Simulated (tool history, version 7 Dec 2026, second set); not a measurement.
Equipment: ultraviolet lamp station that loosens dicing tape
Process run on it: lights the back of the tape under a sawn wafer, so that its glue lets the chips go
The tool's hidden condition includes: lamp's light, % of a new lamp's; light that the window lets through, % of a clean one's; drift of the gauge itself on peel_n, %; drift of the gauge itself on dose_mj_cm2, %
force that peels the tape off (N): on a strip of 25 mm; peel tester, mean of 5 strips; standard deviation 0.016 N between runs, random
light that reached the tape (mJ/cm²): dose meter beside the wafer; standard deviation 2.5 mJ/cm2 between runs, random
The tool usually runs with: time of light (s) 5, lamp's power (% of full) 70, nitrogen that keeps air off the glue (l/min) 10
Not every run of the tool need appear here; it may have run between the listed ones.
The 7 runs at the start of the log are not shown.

run,hour,time of light (s),lamp's power (% of full),nitrogen that keeps air off the glue (l/min),hours of work of the lamp,hours of work since the window was cleaned,force that peels the tape off (N),light that reached the tape (mJ/cm²)
8,68.1,5,70,10,70,108,0.878,281
9,73.7,5,65,10,75,113,0.963,256
10,86.7,5,65,10,85,123,1.01,249
11,92.9,5,70,10,90,128,0.855,271
12,99.5,5,70,10,95,133,0.878,272
13,108.6,5,70,10,102,140,0.927,269
14,115.5,5,70,10,108,146,0.901,270
15,121.7,5,70,10,113,151,0.888,265
16,129.6,5,75,10,119,157,0.823,291
17,138.5,4,80,11,126,164,1.023,243
18,145.7,2,96,10,132,170,1.867,143
19,156.7,2,64,10,140,178,2.584,98
20,163.7,5,93,4,146,184,0.865,347
21,174.6,5,93,4,155,193,0.873,349
22,185.5,3,61,10,163,201,2.005,135
23,193,3,61,8,169,207,2.093,134
24,201.9,3,61,8,176,214,2.083,134
25,209.2,4,90,6,182,220,1.138,262
26,220.8,5,63,10,191,229,1.14,229
27,228.7,5,63,10,198,236,1.107,225
28,235.8,5,90,13,203,241,0.603,327
29,241.8,5,87,13,208,246,0.636,316
30,249.4,5,87,13,214,252,0.642,314
31,260.6,5,87,13,223,261,0.667,312

5 ways to go on from here, each from the tool as it stands after run 31. What would each give?
A,272.2,9,100,3,232,270,?,?
B,272.2,9,72,3,232,270,?,?
C,272.2,5,63,16,232,270,?,?
D,272.2,2,70,10,232,270,?,?
E,272.2,8,87,9,232,270,?,?

run,force that peels the tape off (N),light that reached the tape (mJ/cm²)
A,0.35,643
B,0.603,456
C,1.023,224
D,2.451,100
E,0.332,499
What these runs would have given with no unlogged condition in the tool:
run,force that peels the tape off (N),light that reached the tape (mJ/cm²)
A,0.253,768
B,0.441,546
C,0.785,268
D,2.174,120
E,0.246,596
